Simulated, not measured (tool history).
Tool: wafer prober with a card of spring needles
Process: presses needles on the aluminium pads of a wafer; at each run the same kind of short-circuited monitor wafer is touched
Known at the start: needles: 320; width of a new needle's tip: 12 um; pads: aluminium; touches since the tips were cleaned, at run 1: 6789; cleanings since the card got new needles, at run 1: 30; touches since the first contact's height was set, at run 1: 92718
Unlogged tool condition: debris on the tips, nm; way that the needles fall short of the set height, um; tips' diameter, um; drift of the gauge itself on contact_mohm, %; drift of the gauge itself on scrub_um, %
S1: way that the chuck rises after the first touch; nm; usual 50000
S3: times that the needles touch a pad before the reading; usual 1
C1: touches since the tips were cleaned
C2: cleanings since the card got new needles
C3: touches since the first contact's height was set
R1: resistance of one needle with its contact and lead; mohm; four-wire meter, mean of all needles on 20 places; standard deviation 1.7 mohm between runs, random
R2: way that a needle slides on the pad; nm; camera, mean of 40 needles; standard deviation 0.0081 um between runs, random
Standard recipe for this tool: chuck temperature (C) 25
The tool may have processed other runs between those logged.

{"run": 1, "hour": 0.0, "S1": 50000, "chuck temperature (C)": 25, "S3": 1, "C1": 6789, "C2": 30, "C3": 92718, "R1": 175, "R2": 11855}
{"hour": 4.5, "done": "tips cleaned on abrasive film"}
{"run": 2, "hour": 22.2, "S1": 50000, "chuck temperature (C)": 25, "S3": 1, "C1": 6178, "C2": 31, "C3": 100421, "R1": 176, "R2": 11862}
{"hour": 27.6, "done": "tips cleaned on abrasive film"}
{"hour": 29.8, "done": "height of the first contact set anew"}
{"run": 3, "hour": 33.3, "S1": 50000, "chuck temperature (C)": 25, "S3": 1, "C1": 1896, "C2": 32, "C3": 1212, "R1": 173, "R2": 11847}
{"run": 4, "hour": 47.7, "S1": 50000, "chuck temperature (C)": 25, "S3": 1, "C1": 6905, "C2": 32, "C3": 6221, "R1": 174, "R2": 11871}
{"hour": 52.2, "done": "tips cleaned on abrasive film"}
{"run": 5, "hour": 71.1, "S1": 50000, "chuck temperature (C)": 25, "S3": 1, "C1": 6598, "C2": 33, "C3": 14355, "R1": 174, "R2": 11857}
{"hour": 75.4, "done": "tips cleaned on abrasive film"}
{"run": 6, "hour": 91.7, "S1": 50000, "chuck temperature (C)": 85, "S3": 1, "C1": 5671, "C2": 34, "C3": 21495, "R1": 186, "R2": 11849}
{"hour": 98.6, "done": "tips cleaned on abrasive film"}
{"run": 7, "hour": 105.7, "S1": 50000, "chuck temperature (C)": 99, "S3": 1, "C1": 2475, "C2": 35, "C3": 26333, "R1": 189, "R2": 11857}
{"hour": 122.8, "done": "tips cleaned on abrasive film"}
{"run": 8, "hour": 128.0, "S1": 50000, "chuck temperature (C)": 99, "S3": 1, "C1": 1833, "C2": 36, "C3": 34086, "R1": 189, "R2": 11857}
{"run": 9, "hour": 139.2, "S1": 50000, "chuck temperature (C)": 99, "S3": 1, "C1": 5707, "C2": 36, "C3": 37960, "R1": 187, "R2": 11867}
{"hour": 145.9, "done": "tips cleaned on abrasive film"}
{"run": 10, "hour": 154.2, "S1": 50000, "chuck temperature (C)": 99, "S3": 1, "C1": 2872, "C2": 37, "C3": 43154, "R1": 187, "R2": 11877}
{"hour": 169.7, "done": "tips cleaned on abrasive film"}
{"run": 11, "hour": 180.4, "S1": 41000, "chuck temperature (C)": 25, "S3": 1, "C1": 3717, "C2": 38, "C3": 52267, "R1": 178, "R2": 9721}
{"hour": 193.9, "done": "tips cleaned on abrasive film"}
{"run": 12, "hour": 205.0, "S1": 50000, "chuck temperature (C)": 25, "S3": 1, "C1": 3889, "C2": 39, "C3": 60815, "R1": 173, "R2": 11859}
{"hour": 217.0, "done": "tips cleaned on abrasive film"}
{"run": 13, "hour": 217.0, "S1": 50000, "chuck temperature (C)": 25, "S3": 1, "C1": 0, "C2": 40, "C3": 64950, "R1": 173, "R2": 11848}
{"run": 14, "hour": 236.5, "S1": 50000, "chuck temperature (C)": 25, "S3": 1, "C1": 6779, "C2": 40, "C3": 71729, "R1": 176, "R2": 11868}
{"hour": 241.7, "done": "tips cleaned on abrasive film"}
{"run": 15, "hour": 255.6, "S1": 50000, "chuck temperature (C)": 25, "S3": 1, "C1": 4854, "C2": 41, "C3": 78373, "R1": 172, "R2": 11881}
{"hour": 265.7, "done": "tips cleaned on abrasive film"}
{"run": 16, "hour": 268.2, "S1": 50000, "chuck temperature (C)": 25, "S3": 1, "C1": 857, "C2": 42, "C3": 82720, "R1": 171, "R2": 11863}

Run 17, settings as shown, results not yet in. Your forecast:
{"run": 17, "hour": 280.6, "S1": 50000, "chuck temperature (C)": 25, "S3": 2, "C1": 5194, "C2": 42, "C3": 87057, "R1": "?", "R2": "?"}

Run 17 measured R1 174 mohm, R2 11869 nm.
Without the tool's hidden state the same run would have given R1 173 mohm, R2 11870 nm.

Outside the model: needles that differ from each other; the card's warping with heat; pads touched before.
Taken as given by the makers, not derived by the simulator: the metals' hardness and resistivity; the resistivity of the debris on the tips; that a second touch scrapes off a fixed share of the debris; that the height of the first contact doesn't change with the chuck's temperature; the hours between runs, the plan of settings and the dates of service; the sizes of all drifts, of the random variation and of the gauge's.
